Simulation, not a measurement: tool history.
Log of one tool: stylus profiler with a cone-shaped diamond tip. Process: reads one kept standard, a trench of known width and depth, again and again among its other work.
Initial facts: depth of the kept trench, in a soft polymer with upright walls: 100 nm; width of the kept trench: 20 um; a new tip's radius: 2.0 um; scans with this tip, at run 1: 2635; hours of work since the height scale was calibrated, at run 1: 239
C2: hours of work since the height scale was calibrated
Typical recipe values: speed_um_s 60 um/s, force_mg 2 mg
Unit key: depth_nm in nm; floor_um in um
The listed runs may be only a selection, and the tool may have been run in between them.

Run 1, day 0: usual settings; scans with this tip 2635; C2 239. Result: depth_nm 101.04 nm, floor_um 18.28 um.
Run 2, day 0.5: usual settings; scans with this tip 2720; C2 247. Result: depth_nm 100.98 nm, floor_um 18.23 um.
Run 3, day 1.008: usual settings; scans with this tip 2806; C2 255. Result: depth_nm 100.98 nm, floor_um 18.26 um.
Run 4, day 1.554: usual settings but speed_um_s 19 um/s; scans with this tip 2899; C2 263. Result: depth_nm 101 nm, floor_um 18.53 um.
Run 5, day 2.317: usual settings but speed_um_s 44 um/s; scans with this tip 3029; C2 275. Result: depth_nm 100.99 nm, floor_um 18.38 um.
Run 6, day 2.762: usual settings but speed_um_s 44 um/s; scans with this tip 3105; C2 282. Result: depth_nm 101.08 nm, floor_um 18.3 um.
Run 7, day 3.271: usual settings but speed_um_s 44 um/s; scans with this tip 3191; C2 290. Result: depth_nm 101 nm, floor_um 18.33 um.
Run 8, day 3.762: usual settings but speed_um_s 44 um/s; scans with this tip 3275; C2 298. Result: depth_nm 101.13 nm, floor_um 18.33 um.
Run 9, day 4.504: usual settings but speed_um_s 44 um/s; scans with this tip 3402; C2 309. Result: depth_nm 100.95 nm, floor_um 18.34 um.
Run 10, day 4.933: usual settings but speed_um_s 44 um/s; scans with this tip 3474; C2 316. Result: depth_nm 101.03 nm, floor_um 18.25 um.
Run 11, day 5.267: usual settings; scans with this tip 3531; C2 321. Result: depth_nm 100.96 nm, floor_um 18.22 um.
Run 12, day 5.938: usual settings; scans with this tip 3645; C2 331. Result: depth_nm 101.05 nm, floor_um 18.25 um.
Run 13, day 6.575: usual settings but speed_um_s 77 um/s; scans with this tip 3754; C2 341. Result: depth_nm 101.07 nm, floor_um 18.14 um.
Run 14, day 6.912: usual settings but speed_um_s 77 um/s; scans with this tip 3811; C2 346. Result: depth_nm 101.08 nm, floor_um 18.14 um.
Run 15, day 7.517: usual settings; scans with this tip 3914; C2 356. Result: depth_nm 101.16 nm, floor_um 18.19 um.
Run 16, day 8.133: usual settings but force_mg 2.4 mg; scans with this tip 4018; C2 365. Result: depth_nm 101.29 nm, floor_um 18.24 um.
Run 17, day 8.879: usual settings but force_mg 1.56 mg; scans with this tip 4146; C2 377. Result: depth_nm 100.87 nm, floor_um 18.13 um.
Run 18, day 9.408: usual settings; scans with this tip 4235; C2 385. Result: depth_nm 101.11 nm, floor_um 18.17 um.
Run 19, day 10.017: usual settings; scans with this tip 4339; C2 394. Result: depth_nm 101.16 nm, floor_um 18.2 um.
Run 20, day 10.588: usual settings; scans with this tip 4436; C2 403. Result: depth_nm 101.09 nm, floor_um 18.2 um.
At day 10.675: height scale calibrated on a step standard.
Run 21, day 11.342: usual settings; scans with this tip 4561; C2 10. Result: depth_nm 101.19 nm, floor_um 18.15 um.
Run 22, day 12.033: usual settings but speed_um_s 17 um/s; scans with this tip 4678; C2 21. Result: depth_nm 101.23 nm, floor_um 18.4 um.
Run 23, day 12.696: usual settings but speed_um_s 21 um/s, force_mg 1.01 mg; scans with this tip 4791; C2 31. Result: depth_nm 100.84 nm, floor_um 18.3 um.
Run 24, day 13.138: usual settings but speed_um_s 84 um/s, force_mg 1.92 mg; scans with this tip 4867; C2 38. Result: depth_nm 101.14 nm, floor_um 18.03 um.
Run 25, day 13.638: usual settings but speed_um_s 202 um/s, force_mg 1.72 mg; scans with this tip 4952; C2 46. Result: depth_nm 101.03 nm, floor_um 17.26 um.
At day 14.121: height scale calibrated on a step standard, once more.
Run 26, day 14.408: usual settings but speed_um_s 61 um/s, force_mg 2.4 mg; scans with this tip 5079; C2 4. Result: depth_nm 101.1 nm, floor_um 18.2 um.
Run 27, day 15.079: usual settings but speed_um_s 22 um/s, force_mg 0.8 mg; scans with this tip 5194; C2 15. Result: depth_nm 100.45 nm, floor_um 18.25 um.
Run 28, day 15.721: usual settings but speed_um_s 22 um/s, force_mg 3.63 mg; scans with this tip 5302; C2 25. Result: depth_nm 101.42 nm, floor_um 18.35 um.
Run 29, day 16.383: usual settings but speed_um_s 22 um/s, force_mg 3.63 mg; scans with this tip 5415; C2 35. Result: depth_nm 101.26 nm, floor_um 18.38 um.
Run 30, day 16.712: usual settings but speed_um_s 225 um/s, force_mg 3.63 mg; scans with this tip 5472; C2 40. Result: depth_nm 101.4 nm, floor_um 17.59 um.
Run 31, day 17.329: usual settings but speed_um_s 19 um/s, force_mg 0.91 mg; scans with this tip 5576; C2 50. Result: depth_nm 100.52 nm, floor_um 18.27 um.
Run 32, day 17.692: usual settings but speed_um_s 54 um/s, force_mg 3.62 mg; scans with this tip 5638; C2 55. Result: depth_nm 101.44 nm, floor_um 18.28 um.
Run 33, day 18.15: usual settings but speed_um_s 63 um/s, force_mg 1.97 mg; scans with this tip 5716; C2 62. Result: depth_nm 100.97 nm, floor_um 18.11 um.
Run 34, day 18.875: usual settings but speed_um_s 63 um/s, force_mg 1.97 mg; scans with this tip 5839; C2 73. Result: depth_nm 100.93 nm, floor_um 18.1 um.
Run 35, day 19.404: usual settings but speed_um_s 87 um/s; scans with this tip 5930; C2 82. Result: depth_nm 101.04 nm, floor_um 17.95 um.
Run 36, day 19.742: usual settings but speed_um_s 37 um/s, force_mg 4.25 mg; scans with this tip 5987; C2 87. Result: depth_nm 101.64 nm, floor_um 18.24 um.
Run 37, day 20.167: usual settings but speed_um_s 131 um/s, force_mg 5.47 mg; scans with this tip 6059; C2 93. Result: depth_nm 101.89 nm, floor_um 17.93 um.
Run 38, day 20.542: usual settings but speed_um_s 131 um/s, force_mg 5.47 mg; scans with this tip 6123; C2 99. Result: depth_nm 101.86 nm, floor_um 17.95 um.
Run 39, day 21.142: usual settings but speed_um_s 143 um/s, force_mg 0.78 mg; scans with this tip 6225; C2 109. Result: depth_nm 100.52 nm, floor_um 17.12 um.
Run 40, day 21.888: usual settings but speed_um_s 143 um/s, force_mg 0.78 mg; scans with this tip 6352; C2 120. Result: depth_nm 100.59 nm, floor_um 17.11 um.
Run 41, day 22.396: usual settings but speed_um_s 143 um/s, force_mg 0.78 mg; scans with this tip 6438; C2 128. Result: depth_nm 100.57 nm, floor_um 17.09 um.
Run 42, day 23.038: usual settings but speed_um_s 21 um/s, force_mg 4.72 mg; scans with this tip 6547; C2 138. Result: depth_nm 101.8 nm, floor_um 18.33 um.

A few steps of depth_nm between consecutive runs. Split each: what settings, incoming material and random variation would produce without the hidden state, and what is left over for the hidden state, along with gauge scatter present in only one of the two compared results (measured, and without hidden state):
The tool's hidden condition here consists of: radius of the tip, um; height scale over the true one, %; drift of the gauge itself on depth_nm, %; drift of the gauge itself on floor_um, %.
Run 17 -> 18: force_mg 1.56 -> 2. depth_nm +0.24 nm: hidden state +0.02, all else +0.22.
Run 20 -> 21: height scale calibrated on a step standard. depth_nm +0.1 nm: hidden state +0.1, all else +0.
Run 25 -> 26: speed_um_s 202 -> 61, force_mg 1.72 -> 2.4, height scale calibrated on a step standard, once more. depth_nm +0.07 nm: hidden state -0.29, all else +0.36.
Run 27 -> 28: force_mg 0.8 -> 3.63. depth_nm +0.97 nm: hidden state +0, all else +0.97.
Run 38 -> 39: speed_um_s 131 -> 143, force_mg 5.47 -> 0.78. depth_nm -1.34 nm: hidden state -0.01, all else -1.33.
Run 41 -> 42: speed_um_s 143 -> 21, force_mg 0.78 -> 4.72. depth_nm +1.23 nm: hidden state +0, all else +1.23.
